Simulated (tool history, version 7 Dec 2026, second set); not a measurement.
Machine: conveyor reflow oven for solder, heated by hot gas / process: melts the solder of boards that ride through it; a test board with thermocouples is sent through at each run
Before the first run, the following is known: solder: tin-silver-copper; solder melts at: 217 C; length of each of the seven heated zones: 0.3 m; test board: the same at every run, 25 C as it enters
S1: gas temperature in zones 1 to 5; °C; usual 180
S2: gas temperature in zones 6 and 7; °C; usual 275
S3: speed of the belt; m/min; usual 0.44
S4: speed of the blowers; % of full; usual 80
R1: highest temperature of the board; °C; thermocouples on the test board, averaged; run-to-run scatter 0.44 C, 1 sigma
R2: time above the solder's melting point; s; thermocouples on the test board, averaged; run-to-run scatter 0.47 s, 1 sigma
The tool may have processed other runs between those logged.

{"run": 1, "hour": 0.0, "S1": 180, "S2": 275, "S3": 0.44, "S4": 80, "R1": 255.9, "R2": 67.9}
{"run": 2, "hour": 71.5, "S1": 180, "S2": 275, "S3": 0.386, "S4": 80, "R1": 259.3, "R2": 80}
{"run": 3, "hour": 142.4, "S1": 180, "S2": 275, "S3": 0.44, "S4": 80, "R1": 256.5, "R2": 66.9}
{"run": 4, "hour": 214.7, "S1": 180, "S2": 275, "S3": 0.44, "S4": 80, "R1": 255.2, "R2": 66.3}
{"run": 5, "hour": 271.2, "S1": 180, "S2": 275, "S3": 0.44, "S4": 80, "R1": 255.7, "R2": 67.1}
{"run": 6, "hour": 329.1, "S1": 180, "S2": 275, "S3": 0.44, "S4": 80, "R1": 255.7, "R2": 67.1}
{"run": 7, "hour": 373.9, "S1": 180, "S2": 275, "S3": 0.44, "S4": 80, "R1": 255.6, "R2": 67.5}
{"run": 8, "hour": 452.6, "S1": 180, "S2": 275, "S3": 0.44, "S4": 80, "R1": 255, "R2": 66.3}
{"hour": 514.1, "done": "flux residue cleaned out of gas plates and filters"}
{"run": 9, "hour": 542.0, "S1": 180, "S2": 275, "S3": 0.44, "S4": 80, "R1": 256.1, "R2": 67.4}
{"hour": 549.7, "done": "thermocouples of zones 6 and 7 changed"}
{"run": 10, "hour": 585.6, "S1": 180, "S2": 275, "S3": 0.44, "S4": 80, "R1": 258.9, "R2": 69.9}
{"run": 11, "hour": 643.7, "S1": 180, "S2": 275, "S3": 0.44, "S4": 80, "R1": 258.1, "R2": 69.7}
{"run": 12, "hour": 688.1, "S1": 191, "S2": 275, "S3": 0.44, "S4": 80, "R1": 259.8, "R2": 75.4}
{"run": 13, "hour": 729.5, "S1": 173, "S2": 275, "S3": 0.44, "S4": 80, "R1": 257.4, "R2": 65.6}
{"run": 14, "hour": 785.1, "S1": 173, "S2": 275, "S3": 0.44, "S4": 80, "R1": 256.4, "R2": 65.6}
{"run": 15, "hour": 826.5, "S1": 173, "S2": 275, "S3": 0.44, "S4": 65, "R1": 254.1, "R2": 62.9}
{"run": 16, "hour": 907.1, "S1": 170, "S2": 275, "S3": 0.357, "S4": 50, "R1": 257.5, "R2": 80.3}
{"run": 17, "hour": 954.1, "S1": 170, "S2": 275, "S3": 0.357, "S4": 50, "R1": 257.5, "R2": 81.8}
{"run": 18, "hour": 1016.8, "S1": 170, "S2": 278, "S3": 0.357, "S4": 50, "R1": 259.7, "R2": 82.7}
{"run": 19, "hour": 1076.1, "S1": 194, "S2": 275, "S3": 0.44, "S4": 84, "R1": 260.2, "R2": 78.4}
{"hour": 1120.6, "done": "flux residue cleaned out of gas plates and filters"}
{"run": 20, "hour": 1123.2, "S1": 185, "S2": 282, "S3": 0.444, "S4": 74, "R1": 263.5, "R2": 74.3}
{"run": 21, "hour": 1180.1, "S1": 195, "S2": 275, "S3": 0.44, "S4": 64, "R1": 258.5, "R2": 77.7}
{"run": 22, "hour": 1230.6, "S1": 195, "S2": 275, "S3": 0.44, "S4": 64, "R1": 258.4, "R2": 77}
{"run": 23, "hour": 1289.1, "S1": 195, "S2": 275, "S3": 0.44, "S4": 64, "R1": 257.4, "R2": 77}
{"run": 24, "hour": 1350.4, "S1": 195, "S2": 275, "S3": 0.44, "S4": 64, "R1": 258.3, "R2": 77.8}
{"run": 25, "hour": 1392.3, "S1": 195, "S2": 275, "S3": 0.44, "S4": 64, "R1": 257.5, "R2": 77.4}
{"hour": 1443.5, "done": "belt drive overhauled, speed set with a stopwatch"}
{"run": 26, "hour": 1451.2, "S1": 180, "S2": 267, "S3": 0.44, "S4": 80, "R1": 249.9, "R2": 61.6}
{"run": 27, "hour": 1520.4, "S1": 180, "S2": 275, "S3": 0.475, "S4": 80, "R1": 253.5, "R2": 58}
{"run": 28, "hour": 1566.4, "S1": 180, "S2": 275, "S3": 0.475, "S4": 80, "R1": 253.5, "R2": 58}
{"run": 29, "hour": 1634.4, "S1": 180, "S2": 275, "S3": 0.475, "S4": 80, "R1": 253, "R2": 58.3}

Each row is a separate what-if for the run after 29, all from the same tool condition, not one after another. Results?
{"run": "A", "hour": 1701.8, "S1": 180, "S2": 275, "S3": 0.475, "S4": 85, "R1": "?", "R2": "?"}
{"run": "B", "hour": 1701.8, "S1": 192, "S2": 275, "S3": 0.381, "S4": 61, "R1": "?", "R2": "?"}
{"run": "C", "hour": 1701.8, "S1": 173, "S2": 275, "S3": 0.381, "S4": 80, "R1": "?", "R2": "?"}

run=A R1=253.3 R2=59.2
run=B R1=259.3 R2=85.5
run=C R1=258.1 R2=76.4
Had the tool no hidden state, the same runs would have come out as:
run=A R1=256.8 R2=61.7
run=B R1=262.4 R2=87.2
run=C R1=261.5 R2=78.7
